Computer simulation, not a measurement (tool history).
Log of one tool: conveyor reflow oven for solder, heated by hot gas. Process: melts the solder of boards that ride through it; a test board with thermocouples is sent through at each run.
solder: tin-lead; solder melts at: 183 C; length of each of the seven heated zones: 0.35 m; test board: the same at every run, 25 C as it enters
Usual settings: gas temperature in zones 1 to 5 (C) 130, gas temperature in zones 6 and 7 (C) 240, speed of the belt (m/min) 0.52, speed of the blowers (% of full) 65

run	hour	gas temperature in zones 1 to 5 (C)	gas temperature in zones 6 and 7 (C)	speed of the belt (m/min)	speed of the blowers (% of full)	highest temperature of the board (C)	time above the solder's melting point (s)
1	0.0	130	240	0.52	65	219.2	59.3
2	18.0	133	240	0.52	65	219.9	60.1
3	39.1	133	240	0.52	65	220.7	60.5
4	62.3	133	240	0.52	65	220.3	61.0
5	74.2	130	240	0.52	65	219.2	59.6
6	97.5	130	240	0.52	65	219.2	59.7
7	121.2	130	240	0.52	65	219.4	59.0
8	141.4	130	240	0.52	65	218.6	59.5
9	167.6	130	240	0.52	65	219.9	59.0
10	191.0	130	240	0.52	65	219.2	60.2
# hour 205.7: flux residue cleaned out of gas plates and filters
11	218.3	130	240	0.52	65	220.6	60.6
12	235.3	130	240	0.52	65	220.0	60.0
13	249.6	130	240	0.52	65	220.7	60.1
14	263.7	130	240	0.52	65	220.6	59.8
15	282.5	130	240	0.52	65	219.9	59.7

Run 16 comes next. What will it give?
16	301.8	130	240	0.52	65	?	?

Run 16 gave highest temperature of the board (C) 220.5, time above the solder's melting point (s) 60.4.
Without the tool's hidden state the same run would have given highest temperature of the board (C) 221.1, time above the solder's melting point (s) 60.0.

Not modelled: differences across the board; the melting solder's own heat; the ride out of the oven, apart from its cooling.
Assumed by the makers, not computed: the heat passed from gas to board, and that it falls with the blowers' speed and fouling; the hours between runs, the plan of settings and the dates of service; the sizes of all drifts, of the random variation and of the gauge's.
